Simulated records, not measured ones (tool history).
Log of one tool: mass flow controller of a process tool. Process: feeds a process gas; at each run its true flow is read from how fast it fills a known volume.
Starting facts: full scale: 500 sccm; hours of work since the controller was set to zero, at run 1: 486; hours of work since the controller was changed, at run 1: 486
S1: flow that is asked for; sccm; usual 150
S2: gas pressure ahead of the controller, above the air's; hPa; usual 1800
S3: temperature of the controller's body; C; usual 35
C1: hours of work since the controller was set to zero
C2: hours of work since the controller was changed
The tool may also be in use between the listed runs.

Run 1, hour 0.0: usual settings; C1 486; C2 486. Result: true flow (%) 99.35.
Run 2, hour 39.7: usual settings but S2 1640 hPa; C1 515; C2 515. Result: true flow (%) 99.36.
Run 3, hour 81.7: usual settings but S2 1640 hPa; C1 546; C2 546. Result: true flow (%) 99.38.
Run 4, hour 113.6: usual settings but S2 1640 hPa; C1 569; C2 569. Result: true flow (%) 99.44.
Run 5, hour 155.7: usual settings but S2 1640 hPa; C1 599; C2 599. Result: true flow (%) 99.52.
Run 6, hour 186.8: usual settings but S2 2550 hPa; C1 622; C2 622. Result: true flow (%) 99.13.
Run 7, hour 261.9: usual settings; C1 677; C2 677. Result: true flow (%) 99.47.
Run 8, hour 315.0: usual settings; C1 715; C2 715. Result: true flow (%) 99.38.
Run 9, hour 354.6: usual settings; C1 744; C2 744. Result: true flow (%) 99.48.
Run 10, hour 411.2: usual settings but S2 1730 hPa; C1 785; C2 785. Result: true flow (%) 99.45.
Run 11, hour 479.5: usual settings but S1 68 sccm; C1 835; C2 835. Result: true flow (%) 100.15.
Run 12, hour 554.3: usual settings but S1 68 sccm; C1 889; C2 889. Result: true flow (%) 100.24.
Run 13, hour 611.1: usual settings but S1 68 sccm; C1 930; C2 930. Result: true flow (%) 100.21.
Run 14, hour 674.7: usual settings but S1 68 sccm; C1 976; C2 976. Result: true flow (%) 100.32.
Run 15, hour 725.1: usual settings but S1 68 sccm, S3 39 C; C1 1013; C2 1013. Result: true flow (%) 100.57.
Run 16, hour 757.9: usual settings; C1 1037; C2 1037. Result: true flow (%) 99.57.
Run 17, hour 796.4: usual settings; C1 1065; C2 1065. Result: true flow (%) 99.55.
Run 18, hour 844.9: usual settings but S3 34 C; C1 1100; C2 1100. Result: true flow (%) 99.46.
Run 19, hour 901.2: usual settings but S3 34 C; C1 1141; C2 1141. Result: true flow (%) 99.70.
Run 20, hour 944.3: usual settings but S3 34 C; C1 1172; C2 1172. Result: true flow (%) 99.64.
Run 21, hour 985.3: usual settings but S3 26 C; C1 1202; C2 1202. Result: true flow (%) 99.38.
Run 22, hour 1051.4: usual settings but S3 26 C; C1 1250; C2 1250. Result: true flow (%) 99.33.
Run 23, hour 1094.6: usual settings but S2 1870 hPa, S3 30 C; C1 1281; C2 1281. Result: true flow (%) 99.48.
Run 24, hour 1170.4: usual settings but S2 1410 hPa, S3 37 C; C1 1336; C2 1336. Result: true flow (%) 100.09.
Run 25, hour 1204.3: usual settings but S1 169 sccm, S2 1520 hPa; C1 1361; C2 1361. Result: true flow (%) 99.85.
Run 26, hour 1273.2: usual settings but S1 422 sccm, S2 2190 hPa, S3 22 C; C1 1411; C2 1411. Result: true flow (%) 99.42.
Run 27, hour 1333.3: usual settings but S1 103 sccm, S3 28 C; C1 1455; C2 1455. Result: true flow (%) 99.82.
Run 28, hour 1370.1: usual settings but S1 229 sccm, S3 20 C; C1 1481; C2 1481. Result: true flow (%) 99.15.
Run 29, hour 1440.8: usual settings but S1 229 sccm, S3 20 C; C1 1533; C2 1533. Result: true flow (%) 99.07.
Run 30, hour 1478.3: usual settings but S1 229 sccm, S3 20 C; C1 1560; C2 1560. Result: true flow (%) 99.04.
Run 31, hour 1546.0: usual settings but S1 229 sccm, S2 1520 hPa, S3 20 C; C1 1609; C2 1609. Result: true flow (%) 99.36.
Run 32, hour 1595.6: usual settings but S1 325 sccm, S2 1430 hPa, S3 24 C; C1 1645; C2 1645. Result: true flow (%) 99.62.
Run 33, hour 1627.4: usual settings but S2 1930 hPa; C1 1668; C2 1668. Result: true flow (%) 99.84.
Run 34, hour 1659.1: usual settings but S1 389 sccm, S3 26 C; C1 1691; C2 1691. Result: true flow (%) 99.71.

5 ways to go on from here, each from the tool as it stands after run 34. What would each give?
Run A, hour 1707.1: usual settings but S1 389 sccm, S2 2460 hPa, S3 26 C; C1 1726; C2 1726. Result: true flow (%) ?.
Run B, hour 1707.1: usual settings but S1 389 sccm, S2 2730 hPa, S3 22 C; C1 1726; C2 1726. Result: true flow (%) ?.
Run C, hour 1707.1: usual settings but S1 72 sccm, S2 1520 hPa, S3 24 C; C1 1726; C2 1726. Result: true flow (%) ?.
Run D, hour 1707.1: usual settings but S1 355 sccm, S2 1420 hPa; C1 1726; C2 1726. Result: true flow (%) ?.
Run E, hour 1707.1: usual settings but S1 238 sccm, S2 1630 hPa, S3 39 C; C1 1726; C2 1726. Result: true flow (%) ?.

run  true flow (%)
  A          99.34
  B          98.99
  C         100.89
  D         100.10
  E         100.07
With the hidden condition removed and each run's random variation left untouched, the same runs would have given:
run  true flow (%)
  A          99.34
  B          98.99
  C          98.19
  D         100.03
  E          99.67
